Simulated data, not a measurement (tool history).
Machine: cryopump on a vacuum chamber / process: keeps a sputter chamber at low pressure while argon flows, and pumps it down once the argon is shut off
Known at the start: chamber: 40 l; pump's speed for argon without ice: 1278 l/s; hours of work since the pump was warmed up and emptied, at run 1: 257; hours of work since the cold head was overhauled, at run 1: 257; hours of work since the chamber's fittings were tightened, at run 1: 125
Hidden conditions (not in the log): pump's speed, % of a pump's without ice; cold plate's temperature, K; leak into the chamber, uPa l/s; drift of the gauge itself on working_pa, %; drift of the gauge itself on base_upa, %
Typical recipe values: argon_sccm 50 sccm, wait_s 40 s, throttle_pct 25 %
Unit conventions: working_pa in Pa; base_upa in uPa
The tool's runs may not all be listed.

| run | hour | argon_sccm | wait_s | throttle_pct | hours of work since the pump was warmed up and emptied | hours of work since the cold head was overhauled | hours of work since the chamber's fittings were tightened | working_pa | base_upa |
|---|---|---|---|---|---|---|---|---|---|
| 1 | 0.0 | 50 | 40 | 25 | 257 | 257 | 125 | 0.2724 | 1.60 |
| 2 | 12.0 | 50 | 40 | 25 | 266 | 266 | 134 | 0.2725 | 1.59 |
| 3 | 20.0 | 50 | 40 | 25 | 272 | 272 | 140 | 0.2742 | 1.65 |
| 4 | 29.3 | 50 | 297 | 25 | 278 | 278 | 146 | 0.2737 | 0.69 |
| 5 | 45.0 | 50 | 297 | 25 | 290 | 290 | 158 | 0.2714 | 0.70 |
| 6 | 53.2 | 50 | 40 | 25 | 295 | 295 | 164 | 0.2719 | 1.67 |
| 7 | 67.8 | 50 | 40 | 25 | 306 | 306 | 174 | 0.2730 | 1.62 |
| 8 | 82.7 | 50 | 40 | 25 | 317 | 317 | 185 | 0.2746 | 1.67 |
| 9 | 91.4 | 50 | 40 | 25 | 323 | 323 | 191 | 0.2723 | 1.72 |
| 10 | 108.0 | 27 | 40 | 25 | 335 | 335 | 203 | 0.1487 | 1.76 |
| 11 | 123.5 | 50 | 40 | 25 | 346 | 346 | 214 | 0.2748 | 1.72 |
| 12 | 136.8 | 50 | 40 | 25 | 355 | 355 | 223 | 0.2759 | 1.74 |
| 13 | 151.4 | 50 | 40 | 25 | 366 | 366 | 234 | 0.2747 | 1.77 |
| 14 | 162.4 | 50 | 40 | 25 | 374 | 374 | 242 | 0.2745 | 1.75 |
| 15 | 174.6 | 50 | 40 | 25 | 383 | 383 | 251 | 0.2760 | 1.91 |
| 16 | 188.5 | 50 | 40 | 25 | 393 | 393 | 261 | 0.2777 | 1.90 |
| 17 | 198.9 | 77 | 210 | 36 | 400 | 400 | 268 | 0.3005 | 1.00 |

The next listed run, before its measurement:
| 18 | 215.8 | 77 | 210 | 36 | 412 | 412 | 280 | ? | ? |

working_pa: 0.3006 Pa
base_upa: 0.99 uPa
Without the tool's hidden state the same run would have given working_pa 0.2819 Pa, base_upa 0.42 uPa.

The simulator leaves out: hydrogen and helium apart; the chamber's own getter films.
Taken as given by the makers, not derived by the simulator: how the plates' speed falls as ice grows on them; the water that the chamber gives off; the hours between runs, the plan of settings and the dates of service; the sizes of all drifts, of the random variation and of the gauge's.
